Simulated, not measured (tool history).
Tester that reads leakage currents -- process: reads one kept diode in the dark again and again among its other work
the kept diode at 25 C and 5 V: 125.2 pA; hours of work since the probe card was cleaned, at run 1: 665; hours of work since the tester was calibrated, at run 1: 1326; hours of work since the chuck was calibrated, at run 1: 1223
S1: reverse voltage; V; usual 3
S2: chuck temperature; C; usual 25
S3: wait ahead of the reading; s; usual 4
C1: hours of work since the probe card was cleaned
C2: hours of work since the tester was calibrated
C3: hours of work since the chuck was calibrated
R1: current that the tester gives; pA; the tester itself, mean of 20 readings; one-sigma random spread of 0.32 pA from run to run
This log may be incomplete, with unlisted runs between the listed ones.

run,hour,S1,S2,S3,C1,C2,C3,R1
1,0,3,25,4,665,1326,1223,125.18
2,27.3,3,25,4,681,1342,1239,124.99
3,73.2,3,25,4,708,1369,1266,126.96
4,134.7,3,25,4,744,1405,1302,126.51
5,196.4,3,25,4,780,1441,1338,128.56
# hour 208: chuck's temperature calibrated
6,254.2,3,27,4,813,1474,27,124.06
7,289,3,40,4,834,1494,48,330.67
8,326.3,3,40,4,856,1516,69,332.67
9,387.6,3,40,4,892,1552,105,333.99
10,420.7,3,40,4,911,1572,125,335.02
11,476.3,3,40,4,944,1604,158,334.21
12,535.1,3.68,25,4,978,1639,192,117.49
13,599.3,3,25,1.57,1016,1677,230,109.75
14,656.6,4.36,25,4,1050,1710,264,125.82
15,721.2,4.36,25,4,1088,1748,302,126.63
16,754.1,3,50,4,1107,1768,321,693.08
17,806.4,3,25,4,1138,1798,352,111.17
18,843.2,3,25,4,1159,1820,373,111.13
19,887.9,3,25,4,1186,1846,399,112.56
20,925.3,3,25,4,1208,1868,421,112.29
21,979.8,3,25,4,1240,1900,453,113.27
22,1014.1,1.63,25,0.58,1260,1920,474,91.15
23,1056.8,1.63,25,0.58,1285,1945,499,91.47
24,1098.6,1.63,58,0.76,1309,1970,523,954.77
25,1156,15.75,41,6.02,1343,2004,557,704.43
26,1216.3,2.26,41,6.02,1379,2039,592,344.29
27,1248.1,1.09,44,0.33,1397,2058,611,328.76
28,1313.5,2.05,21,0.33,1436,2096,650,75.88
29,1342.4,2.05,21,0.33,1453,2113,667,75.48
30,1381.7,3.64,26,0.68,1476,2136,690,137.51
31,1431.5,3.64,26,0.68,1505,2166,719,138.82
32,1474,3.64,26,4.17,1530,2191,744,137.4
33,1525.7,5.27,35,4,1560,2221,774,313.01
34,1566.8,5.27,28,1.68,1585,2245,798,187.21
35,1621.8,1.21,49,1.39,1617,2277,831,492.55
36,1672.6,3.12,25,4,1647,2307,861,122.54
37,1716.7,3.12,25,0.63,1673,2333,886,123.36
38,1750.2,17.68,54,4,1692,2353,906,1859.12

Consider 3 possible next runs. They are alternatives, not a sequence: every one starts from the tool as it was left by run 38. What does each give?
A,1808.8,1.03,25,1.55,1727,2387,941,?
B,1808.8,3,25,3.58,1727,2387,941,?
C,1808.8,3,25,0.32,1727,2387,941,?

run,R1
A,81.64
B,121.78
C,125.12
What these runs would have given with no unlogged condition in the tool:
run,R1
A,70.46
B,104.4
C,107.67

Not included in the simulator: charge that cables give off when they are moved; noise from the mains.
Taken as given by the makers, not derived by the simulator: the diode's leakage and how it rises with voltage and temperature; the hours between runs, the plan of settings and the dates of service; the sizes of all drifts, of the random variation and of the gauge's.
